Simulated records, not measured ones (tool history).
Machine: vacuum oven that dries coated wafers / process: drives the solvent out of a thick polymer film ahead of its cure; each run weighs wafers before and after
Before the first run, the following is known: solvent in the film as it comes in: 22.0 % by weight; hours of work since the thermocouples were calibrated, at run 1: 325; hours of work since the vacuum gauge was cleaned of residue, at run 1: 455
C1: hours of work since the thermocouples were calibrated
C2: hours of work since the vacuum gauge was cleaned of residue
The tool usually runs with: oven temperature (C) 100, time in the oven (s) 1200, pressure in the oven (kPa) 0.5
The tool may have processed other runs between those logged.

run 1 hour=0 | oven_temperature_(C)=100 time_in_the_oven_(s)=1200 pressure_in_the_oven_(kPa)=0.5 | C1=325 C2=455 | solvent_left_in_the_film_(%)=3.46
run 2 hour=34.5 | oven_temperature_(C)=100 time_in_the_oven_(s)=1200 pressure_in_the_oven_(kPa)=0.5 | C1=350 C2=481 | solvent_left_in_the_film_(%)=3.53
run 3 hour=80.3 | oven_temperature_(C)=91 time_in_the_oven_(s)=1200 pressure_in_the_oven_(kPa)=0.5 | C1=384 C2=515 | solvent_left_in_the_film_(%)=7.81
run 4 hour=114.3 | oven_temperature_(C)=100 time_in_the_oven_(s)=1200 pressure_in_the_oven_(kPa)=0.5 | C1=409 C2=540 | solvent_left_in_the_film_(%)=3.55
run 5 hour=137.6 | oven_temperature_(C)=100 time_in_the_oven_(s)=1200 pressure_in_the_oven_(kPa)=0.513 | C1=427 C2=557 | solvent_left_in_the_film_(%)=3.5
run 6 hour=158.1 | oven_temperature_(C)=103 time_in_the_oven_(s)=1200 pressure_in_the_oven_(kPa)=0.5 | C1=442 C2=572 | solvent_left_in_the_film_(%)=2.33
run 7 hour=196.8 | oven_temperature_(C)=103 time_in_the_oven_(s)=1200 pressure_in_the_oven_(kPa)=0.5 | C1=470 C2=601 | solvent_left_in_the_film_(%)=2.4
run 8 hour=230.6 | oven_temperature_(C)=100 time_in_the_oven_(s)=1260 pressure_in_the_oven_(kPa)=0.5 | C1=495 C2=626 | solvent_left_in_the_film_(%)=3.29
run 9 hour=270.9 | oven_temperature_(C)=100 time_in_the_oven_(s)=1200 pressure_in_the_oven_(kPa)=0.5 | C1=525 C2=656 | solvent_left_in_the_film_(%)=3.55
run 10 hour=291.3 | oven_temperature_(C)=100 time_in_the_oven_(s)=1200 pressure_in_the_oven_(kPa)=0.5 | C1=540 C2=671 | solvent_left_in_the_film_(%)=3.56
run 11 hour=317.6 | oven_temperature_(C)=100 time_in_the_oven_(s)=1200 pressure_in_the_oven_(kPa)=0.5 | C1=560 C2=690 | solvent_left_in_the_film_(%)=3.7
run 12 hour=363.7 | oven_temperature_(C)=100 time_in_the_oven_(s)=1200 pressure_in_the_oven_(kPa)=0.5 | C1=594 C2=724 | solvent_left_in_the_film_(%)=3.55
run 13 hour=393.9 | oven_temperature_(C)=115 time_in_the_oven_(s)=1200 pressure_in_the_oven_(kPa)=0.7 | C1=616 C2=747 | solvent_left_in_the_film_(%)=0.38
run 14 hour=426.2 | oven_temperature_(C)=95 time_in_the_oven_(s)=1560 pressure_in_the_oven_(kPa)=0.431 | C1=640 C2=771 | solvent_left_in_the_film_(%)=4.07
run 15 hour=467.5 | oven_temperature_(C)=89 time_in_the_oven_(s)=2100 pressure_in_the_oven_(kPa)=0.319 | C1=670 C2=801 | solvent_left_in_the_film_(%)=5.07
run 16 hour=491.9 | oven_temperature_(C)=89 time_in_the_oven_(s)=900 pressure_in_the_oven_(kPa)=0.586 | C1=688 C2=819 | solvent_left_in_the_film_(%)=10.26
run 17 hour=535.4 | oven_temperature_(C)=112 time_in_the_oven_(s)=1020 pressure_in_the_oven_(kPa)=1.059 | C1=721 C2=851 | solvent_left_in_the_film_(%)=0.98
run 18 hour=572.7 | oven_temperature_(C)=112 time_in_the_oven_(s)=1020 pressure_in_the_oven_(kPa)=1.059 | C1=748 C2=879 | solvent_left_in_the_film_(%)=0.93
run 19 hour=596.5 | oven_temperature_(C)=112 time_in_the_oven_(s)=1020 pressure_in_the_oven_(kPa)=1.059 | C1=766 C2=896 | solvent_left_in_the_film_(%)=0.94

4 ways to go on from here, each from the tool as it stands after run 19. What would each give?
run A hour=616.9 | oven_temperature_(C)=112 time_in_the_oven_(s)=1080 pressure_in_the_oven_(kPa)=1.059 | C1=781 C2=912 | solvent_left_in_the_film_(%)=?
run B hour=616.9 | oven_temperature_(C)=89 time_in_the_oven_(s)=1020 pressure_in_the_oven_(kPa)=0.309 | C1=781 C2=912 | solvent_left_in_the_film_(%)=?
run C hour=616.9 | oven_temperature_(C)=111 time_in_the_oven_(s)=1080 pressure_in_the_oven_(kPa)=0.808 | C1=781 C2=912 | solvent_left_in_the_film_(%)=?
run D hour=616.9 | oven_temperature_(C)=89 time_in_the_oven_(s)=1440 pressure_in_the_oven_(kPa)=1.059 | C1=781 C2=912 | solvent_left_in_the_film_(%)=?

run=A solvent_left_in_the_film_(%)=0.75
run=B solvent_left_in_the_film_(%)=9.65
run=C solvent_left_in_the_film_(%)=0.95
run=D solvent_left_in_the_film_(%)=7.62
Take away the tool's hidden state, keep each run's random variation, and the runs would have read:
run=A solvent_left_in_the_film_(%)=0.75
run=B solvent_left_in_the_film_(%)=9.67
run=C solvent_left_in_the_film_(%)=0.96
run=D solvent_left_in_the_film_(%)=7.64
